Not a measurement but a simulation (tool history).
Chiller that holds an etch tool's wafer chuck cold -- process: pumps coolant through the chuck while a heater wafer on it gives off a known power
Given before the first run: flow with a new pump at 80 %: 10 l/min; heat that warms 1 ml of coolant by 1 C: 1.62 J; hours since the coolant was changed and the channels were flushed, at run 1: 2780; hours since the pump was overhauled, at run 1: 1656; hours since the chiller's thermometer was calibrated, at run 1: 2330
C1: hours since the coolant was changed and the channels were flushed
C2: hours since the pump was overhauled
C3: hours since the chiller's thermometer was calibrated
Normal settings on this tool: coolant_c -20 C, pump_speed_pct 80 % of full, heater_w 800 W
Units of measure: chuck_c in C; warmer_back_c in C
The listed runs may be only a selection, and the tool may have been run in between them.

Run 1, hour 0.0: usual settings; C1 2780; C2 1656; C3 2330. Result: chuck_c -13.10 C, warmer_back_c 3.08 C.
Run 2, hour 78.6: usual settings but heater_w 436 W; C1 2858; C2 1735; C3 2409. Result: chuck_c -16.33 C, warmer_back_c 1.67 C.
Run 3, hour 231.0: usual settings; C1 3011; C2 1887; C3 2561. Result: chuck_c -13.14 C, warmer_back_c 3.08 C.
Run 4, hour 314.3: usual settings; C1 3094; C2 1970; C3 2644. Result: chuck_c -13.02 C, warmer_back_c 3.02 C.
Run 5, hour 415.9: usual settings but heater_w 483 W; C1 3195; C2 2072; C3 2746. Result: chuck_c -15.93 C, warmer_back_c 1.89 C.
Run 6, hour 551.7: usual settings but heater_w 483 W; C1 3331; C2 2208; C3 2882. Result: chuck_c -15.93 C, warmer_back_c 1.88 C.
Run 7, hour 678.9: usual settings but coolant_c -26 C; C1 3458; C2 2335; C3 3009. Result: chuck_c -19.04 C, warmer_back_c 3.16 C.
At hour 793.9: coolant changed, channels flushed.
Run 8, hour 800.1: usual settings but coolant_c -26 C; C1 6; C2 2450; C3 3124. Result: chuck_c -19.63 C, warmer_back_c 3.11 C.
Run 9, hour 868.9: usual settings; C1 75; C2 2519; C3 3193. Result: chuck_c -13.53 C, warmer_back_c 3.11 C.
Run 10, hour 959.2: usual settings; C1 165; C2 2609; C3 3283. Result: chuck_c -13.65 C, warmer_back_c 3.06 C.
Run 11, hour 1030.7: usual settings; C1 237; C2 2681; C3 3355. Result: chuck_c -13.69 C, warmer_back_c 3.16 C.
Run 12, hour 1188.5: usual settings; C1 395; C2 2839; C3 3513. Result: chuck_c -13.61 C, warmer_back_c 3.17 C.
Run 13, hour 1312.4: usual settings; C1 519; C2 2962; C3 3636. Result: chuck_c -13.61 C, warmer_back_c 3.14 C.
Run 14, hour 1399.0: usual settings; C1 605; C2 3049; C3 3723. Result: chuck_c -13.56 C, warmer_back_c 3.18 C.
Run 15, hour 1564.2: usual settings; C1 770; C2 3214; C3 3888. Result: chuck_c -13.56 C, warmer_back_c 3.20 C.
At hour 1677.3: chiller's thermometer calibrated.
Run 16, hour 1724.8: usual settings but coolant_c -23 C; C1 930; C2 3374; C3 48. Result: chuck_c -15.73 C, warmer_back_c 3.17 C.
Run 17, hour 1826.4: usual settings but coolant_c -29 C, pump_speed_pct 82 % of full, heater_w 881 W; C1 1032; C2 3475; C3 149. Result: chuck_c -21.39 C, warmer_back_c 3.38 C.
Run 18, hour 1955.7: usual settings but coolant_c -14 C, pump_speed_pct 76 % of full, heater_w 881 W; C1 1161; C2 3605; C3 278. Result: chuck_c -5.89 C, warmer_back_c 3.71 C.
Run 19, hour 2121.4: usual settings but coolant_c -18 C, pump_speed_pct 92 % of full, heater_w 431 W; C1 1327; C2 3770; C3 444. Result: chuck_c -14.54 C, warmer_back_c 1.43 C.
Run 20, hour 2218.8: usual settings but coolant_c -18 C, pump_speed_pct 68 % of full, heater_w 493 W; C1 1424; C2 3868; C3 541. Result: chuck_c -12.97 C, warmer_back_c 2.35 C.
Run 21, hour 2371.4: usual settings but coolant_c -28 C, pump_speed_pct 86 % of full, heater_w 768 W; C1 1576; C2 4020; C3 694. Result: chuck_c -21.50 C, warmer_back_c 2.88 C.
Run 22, hour 2530.5: usual settings but coolant_c -28 C, pump_speed_pct 84 % of full, heater_w 768 W; C1 1736; C2 4180; C3 853. Result: chuck_c -21.25 C, warmer_back_c 2.90 C.
Run 23, hour 2646.4: usual settings but coolant_c -25 C, heater_w 1004 W; C1 1852; C2 4295; C3 969. Result: chuck_c -15.85 C, warmer_back_c 4.06 C.
Run 24, hour 2754.5: usual settings but coolant_c -25 C, pump_speed_pct 85 % of full, heater_w 504 W; C1 1960; C2 4404; C3 1077. Result: chuck_c -20.73 C, warmer_back_c 1.93 C.
Run 25, hour 2829.1: usual settings but coolant_c -25 C, pump_speed_pct 85 % of full, heater_w 504 W; C1 2034; C2 4478; C3 1152. Result: chuck_c -20.66 C, warmer_back_c 1.93 C.
Run 26, hour 2904.0: usual settings but coolant_c -17 C, pump_speed_pct 90 % of full, heater_w 628 W; C1 2109; C2 4553; C3 1227. Result: chuck_c -11.87 C, warmer_back_c 2.25 C.
At hour 2944.5: coolant pump overhauled.
Run 27, hour 3044.8: usual settings but coolant_c -28 C, pump_speed_pct 90 % of full, heater_w 605 W; C1 2245; C2 100; C3 1363. Result: chuck_c -23.34 C, warmer_back_c 1.99 C.
Run 28, hour 3165.5: usual settings but coolant_c -28 C, pump_speed_pct 90 % of full, heater_w 605 W; C1 2366; C2 221; C3 1483. Result: chuck_c -23.43 C, warmer_back_c 2.00 C.
Run 29, hour 3241.3: usual settings but coolant_c -28 C, pump_speed_pct 90 % of full, heater_w 605 W; C1 2441; C2 297; C3 1559. Result: chuck_c -23.46 C, warmer_back_c 1.92 C.
Run 30, hour 3338.7: usual settings but pump_speed_pct 96 % of full, heater_w 1013 W; C1 2539; C2 394; C3 1656. Result: chuck_c -12.34 C, warmer_back_c 3.06 C.
Run 31, hour 3422.9: usual settings but coolant_c -18 C, heater_w 948 W; C1 2623; C2 478; C3 1741. Result: chuck_c -9.77 C, warmer_back_c 3.56 C.

Pick out some run-to-run changes in chuck_c. Of each, how much would a tool without hidden state show as well, from the settings, what came in and chance, and how much is left for the hidden state and any gauge scatter not in both results compared?
The tool's hidden condition here consists of: heat passed by the chuck's channels, % of clean ones'; flow at a given pump speed, % of a new pump's; coolant's true temperature over the reading, C; drift of the gauge itself on chuck_c, C; drift of the gauge itself on warmer_back_c, C.
Run 7 -> 8: coolant changed, channels flushed. chuck_c -0.59 C: hidden state -0.55, all else -0.04.
Run 15 -> 16: coolant_c -20 -> -23, chiller's thermometer calibrated. chuck_c -2.17 C: hidden state +0.69, all else -2.86.
Run 17 -> 18: coolant_c -29 -> -14, pump_speed_pct 82 -> 76. chuck_c +15.50 C: hidden state +0.04, all else +15.46.
Run 23 -> 24: pump_speed_pct 80 -> 85, heater_w 1004 -> 504. chuck_c -4.88 C: hidden state -0.50, all else -4.38.
Run 26 -> 27: coolant_c -17 -> -28, heater_w 628 -> 605, coolant pump overhauled. chuck_c -11.47 C: hidden state -0.37, all else -11.10.
Run 29 -> 30: coolant_c -28 -> -20, pump_speed_pct 90 -> 96, heater_w 605 -> 1013. chuck_c +11.12 C: hidden state +0.21, all else +10.91.
